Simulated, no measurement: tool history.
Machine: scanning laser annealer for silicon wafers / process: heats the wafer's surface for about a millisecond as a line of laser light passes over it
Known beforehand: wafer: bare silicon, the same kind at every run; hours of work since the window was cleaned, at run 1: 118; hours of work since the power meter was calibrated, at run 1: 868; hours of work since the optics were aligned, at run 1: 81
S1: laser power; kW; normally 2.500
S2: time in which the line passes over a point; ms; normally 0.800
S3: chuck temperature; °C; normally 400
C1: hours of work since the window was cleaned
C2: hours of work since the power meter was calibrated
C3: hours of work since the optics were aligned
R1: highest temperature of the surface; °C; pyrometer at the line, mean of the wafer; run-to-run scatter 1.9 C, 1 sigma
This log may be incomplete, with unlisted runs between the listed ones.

{"run": 1, "hour": 0.0, "S1": 2.5, "S2": 0.8, "S3": 400, "C1": 118, "C2": 868, "C3": 81, "R1": 1095}
{"run": 2, "hour": 33.5, "S1": 2.5, "S2": 0.8, "S3": 400, "C1": 140, "C2": 891, "C3": 104, "R1": 1092}
{"run": 3, "hour": 61.2, "S1": 2.5, "S2": 0.8, "S3": 400, "C1": 159, "C2": 910, "C3": 122, "R1": 1093}
{"run": 4, "hour": 97.4, "S1": 2.542, "S2": 0.8, "S3": 400, "C1": 184, "C2": 934, "C3": 147, "R1": 1108}
{"run": 5, "hour": 127.1, "S1": 2.5, "S2": 0.8, "S3": 400, "C1": 204, "C2": 954, "C3": 167, "R1": 1091}
{"run": 6, "hour": 147.1, "S1": 2.608, "S2": 0.8, "S3": 400, "C1": 217, "C2": 968, "C3": 180, "R1": 1124}
{"run": 7, "hour": 172.8, "S1": 2.608, "S2": 0.8, "S3": 400, "C1": 234, "C2": 985, "C3": 198, "R1": 1121}
{"run": 8, "hour": 191.2, "S1": 2.427, "S2": 0.927, "S3": 375, "C1": 247, "C2": 997, "C3": 210, "R1": 1097}
{"hour": 198.5, "done": "optics aligned, line set to its width"}
{"run": 9, "hour": 216.3, "S1": 2.427, "S2": 0.927, "S3": 375, "C1": 260, "C2": 1011, "C3": 12, "R1": 1093}
{"run": 10, "hour": 241.7, "S1": 2.162, "S2": 0.814, "S3": 380, "C1": 278, "C2": 1028, "C3": 29, "R1": 962}
{"run": 11, "hour": 267.9, "S1": 2.162, "S2": 0.814, "S3": 380, "C1": 295, "C2": 1046, "C3": 47, "R1": 961}
{"run": 12, "hour": 300.6, "S1": 2.162, "S2": 0.814, "S3": 380, "C1": 317, "C2": 1068, "C3": 69, "R1": 959}
{"run": 13, "hour": 320.2, "S1": 2.5, "S2": 0.938, "S3": 428, "C1": 331, "C2": 1081, "C3": 82, "R1": 1171}
{"run": 14, "hour": 345.8, "S1": 2.184, "S2": 0.8, "S3": 400, "C1": 348, "C2": 1098, "C3": 99, "R1": 974}

Alternative continuations, all from the tool just after run 14; predict every row:
{"run": "A", "hour": 380.5, "S1": 2.189, "S2": 0.698, "S3": 366, "C1": 371, "C2": 1122, "C3": 123, "R1": "?"}
{"run": "B", "hour": 380.5, "S1": 2.184, "S2": 0.8, "S3": 377, "C1": 371, "C2": 1122, "C3": 123, "R1": "?"}
{"run": "C", "hour": 380.5, "S1": 2.358, "S2": 0.72, "S3": 361, "C1": 371, "C2": 1122, "C3": 123, "R1": "?"}
{"run": "D", "hour": 380.5, "S1": 2.707, "S2": 0.725, "S3": 426, "C1": 371, "C2": 1122, "C3": 123, "R1": "?"}

run=A R1=902
run=B R1=953
run=C R1=954
run=D R1=1120
With the hidden condition removed and each run's random variation left untouched, the same runs would have given:
run=A R1=934
run=B R1=988
run=C R1=990
run=D R1=1162
